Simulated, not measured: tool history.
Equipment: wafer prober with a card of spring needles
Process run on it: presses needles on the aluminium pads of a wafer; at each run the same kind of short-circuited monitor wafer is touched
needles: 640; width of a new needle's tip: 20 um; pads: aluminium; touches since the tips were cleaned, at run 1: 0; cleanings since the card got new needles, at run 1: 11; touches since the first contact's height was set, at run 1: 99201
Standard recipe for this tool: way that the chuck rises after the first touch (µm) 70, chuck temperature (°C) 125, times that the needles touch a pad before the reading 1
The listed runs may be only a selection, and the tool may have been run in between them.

run,hour,way that the chuck rises after the first touch (µm),chuck temperature (°C),times that the needles touch a pad before the reading,touches since the tips were cleaned,cleanings since the card got new needles,touches since the first contact's height was set,resistance of one needle with its contact and lead (mohm),way that a needle slides on the pad (µm)
1,0.0,70,125,1,0,11,99201,274,10.550
# hour 9.9: height of the first contact set anew
2,12.8,76,125,1,3935,11,898,291,11.529
3,22.6,76,125,3,7023,11,3986,281,11.530
# hour 26.9: tips cleaned on abrasive film
4,33.3,76,125,3,2032,12,7358,276,11.532
5,40.2,76,125,3,4210,12,9536,273,11.535
6,51.8,70,43,1,7860,12,13186,286,10.628
# hour 53.3: tips cleaned on abrasive film
7,62.7,70,43,1,2948,13,16582,276,10.617
8,72.6,70,43,1,6062,13,19696,282,10.636
9,78.7,80,125,1,7996,13,21630,294,12.128
# hour 79.9: tips cleaned on abrasive film
10,88.3,70,125,1,2664,14,24643,292,10.612
11,97.4,70,125,1,5532,14,27511,295,10.589
# hour 106.7: tips cleaned on abrasive film
12,107.0,70,125,1,109,15,30517,277,10.606
13,118.9,83,63,2,3839,15,34247,269,12.574
14,128.4,70,56,1,6851,15,37259,285,10.587
# hour 133.6: tips cleaned on abrasive film
15,135.7,50,66,1,656,16,39518,279,7.555
16,142.4,53,125,3,2771,16,41633,290,8.012
17,151.6,53,125,3,5684,16,44546,292,8.013
# hour 160.5: tips cleaned on abrasive film
18,162.9,84,125,1,765,17,48092,274,12.711
19,171.8,69,42,2,3566,17,50893,267,10.423
20,184.0,81,125,2,7412,17,54739,281,12.250
# hour 187.3: tips cleaned on abrasive film
21,194.2,51,60,1,2198,18,57927,290,7.692
22,201.0,51,60,1,4323,18,60052,305,7.690

What if the next run were any one of these 4? Each begins from the tool's condition after run 22:
A,209.3,61,112,3,6952,18,62681,?,?
B,209.3,52,85,1,6952,18,62681,?,?
C,209.3,84,61,2,6952,18,62681,?,?
D,209.3,54,57,1,6952,18,62681,?,?

run,resistance of one needle with its contact and lead (mohm),way that a needle slides on the pad (µm)
A,284,9.217
B,310,7.841
C,273,12.696
D,301,8.153
Stripped of hidden state, with their random variation kept, the same runs would have yielded:
run,resistance of one needle with its contact and lead (mohm),way that a needle slides on the pad (µm)
A,272,9.271
B,264,7.895
C,260,12.749
D,255,8.206
